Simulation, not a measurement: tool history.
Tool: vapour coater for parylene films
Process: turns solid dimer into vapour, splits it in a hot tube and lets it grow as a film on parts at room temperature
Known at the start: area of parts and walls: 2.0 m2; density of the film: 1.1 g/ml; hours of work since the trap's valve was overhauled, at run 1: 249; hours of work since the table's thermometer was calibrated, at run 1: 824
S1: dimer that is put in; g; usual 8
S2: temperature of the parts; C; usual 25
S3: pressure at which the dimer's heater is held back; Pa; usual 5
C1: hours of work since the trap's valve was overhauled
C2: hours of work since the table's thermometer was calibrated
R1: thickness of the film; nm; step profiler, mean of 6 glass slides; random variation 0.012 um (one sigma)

{"run": 1, "hour": 0.0, "S1": 8, "S2": 25, "S3": 5, "C1": 249, "C2": 824, "R1": 1700}
{"run": 2, "hour": 33.2, "S1": 8, "S2": 25, "S3": 5, "C1": 275, "C2": 851, "R1": 1670}
{"run": 3, "hour": 55.1, "S1": 8, "S2": 25, "S3": 5, "C1": 293, "C2": 868, "R1": 1680}
{"hour": 86.8, "done": "trap's valve overhauled"}
{"run": 4, "hour": 90.9, "S1": 8, "S2": 25, "S3": 5, "C1": 3, "C2": 894, "R1": 1860}
{"run": 5, "hour": 110.3, "S1": 8, "S2": 25, "S3": 5, "C1": 19, "C2": 909, "R1": 1860}
{"run": 6, "hour": 141.7, "S1": 8, "S2": 25, "S3": 6.39, "C1": 44, "C2": 934, "R1": 1720}
{"run": 7, "hour": 162.5, "S1": 8, "S2": 25, "S3": 5, "C1": 60, "C2": 951, "R1": 1800}
{"run": 8, "hour": 190.6, "S1": 8, "S2": 25, "S3": 5, "C1": 83, "C2": 973, "R1": 1780}
{"run": 9, "hour": 223.7, "S1": 4, "S2": 25, "S3": 5, "C1": 109, "C2": 1000, "R1": 870}
{"run": 10, "hour": 245.9, "S1": 4, "S2": 25, "S3": 5, "C1": 127, "C2": 1017, "R1": 880}
{"run": 11, "hour": 265.2, "S1": 8, "S2": 25, "S3": 5, "C1": 142, "C2": 1033, "R1": 1740}
{"run": 12, "hour": 294.7, "S1": 8, "S2": 25, "S3": 5, "C1": 166, "C2": 1056, "R1": 1740}
{"run": 13, "hour": 312.7, "S1": 4, "S2": 23, "S3": 5, "C1": 180, "C2": 1071, "R1": 930}
{"run": 14, "hour": 336.2, "S1": 4, "S2": 23, "S3": 5, "C1": 199, "C2": 1090, "R1": 900}
{"run": 15, "hour": 353.8, "S1": 10, "S2": 21, "S3": 10.07, "C1": 213, "C2": 1104, "R1": 2050}
{"run": 16, "hour": 374.7, "S1": 4, "S2": 21, "S3": 10.07, "C1": 230, "C2": 1120, "R1": 830}
{"run": 17, "hour": 408.7, "S1": 12, "S2": 21, "S3": 10.07, "C1": 257, "C2": 1147, "R1": 2470}
{"run": 18, "hour": 425.7, "S1": 5, "S2": 20, "S3": 6.08, "C1": 270, "C2": 1161, "R1": 1200}
{"run": 19, "hour": 458.5, "S1": 5, "S2": 23, "S3": 2.65, "C1": 297, "C2": 1187, "R1": 1270}
{"run": 20, "hour": 479.0, "S1": 5, "S2": 23, "S3": 2.65, "C1": 313, "C2": 1203, "R1": 1270}
{"hour": 484.6, "done": "trap's valve overhauled"}
{"run": 21, "hour": 501.0, "S1": 5, "S2": 18, "S3": 2.65, "C1": 13, "C2": 1218, "R1": 1680}
{"run": 22, "hour": 519.0, "S1": 8, "S2": 18, "S3": 3.47, "C1": 27, "C2": 1232, "R1": 2530}
{"run": 23, "hour": 552.5, "S1": 8, "S2": 18, "S3": 3.47, "C1": 54, "C2": 1259, "R1": 2530}
{"run": 24, "hour": 579.3, "S1": 6, "S2": 28, "S3": 8.73, "C1": 76, "C2": 1280, "R1": 1060}

Forecast each of these 5 alternatives for the next run:
{"run": "A", "hour": 608.8, "S1": 6, "S2": 28, "S3": 3.01, "C1": 99, "C2": 1304, "R1": "?"}
{"run": "B", "hour": 608.8, "S1": 3, "S2": 22, "S3": 11.15, "C1": 99, "C2": 1304, "R1": "?"}
{"run": "C", "hour": 608.8, "S1": 11, "S2": 23, "S3": 3.2, "C1": 99, "C2": 1304, "R1": "?"}
{"run": "D", "hour": 608.8, "S1": 5, "S2": 31, "S3": 6.16, "C1": 99, "C2": 1304, "R1": "?"}
{"run": "E", "hour": 608.8, "S1": 6, "S2": 28, "S3": 7.96, "C1": 99, "C2": 1304, "R1": "?"}

run=A R1=1330
run=B R1=650
run=C R1=2930
run=D R1=860
run=E R1=1060
Without the tool's hidden state the same runs would have given:
run=A R1=1410
run=B R1=680
run=C R1=3100
run=D R1=910
run=E R1=1120

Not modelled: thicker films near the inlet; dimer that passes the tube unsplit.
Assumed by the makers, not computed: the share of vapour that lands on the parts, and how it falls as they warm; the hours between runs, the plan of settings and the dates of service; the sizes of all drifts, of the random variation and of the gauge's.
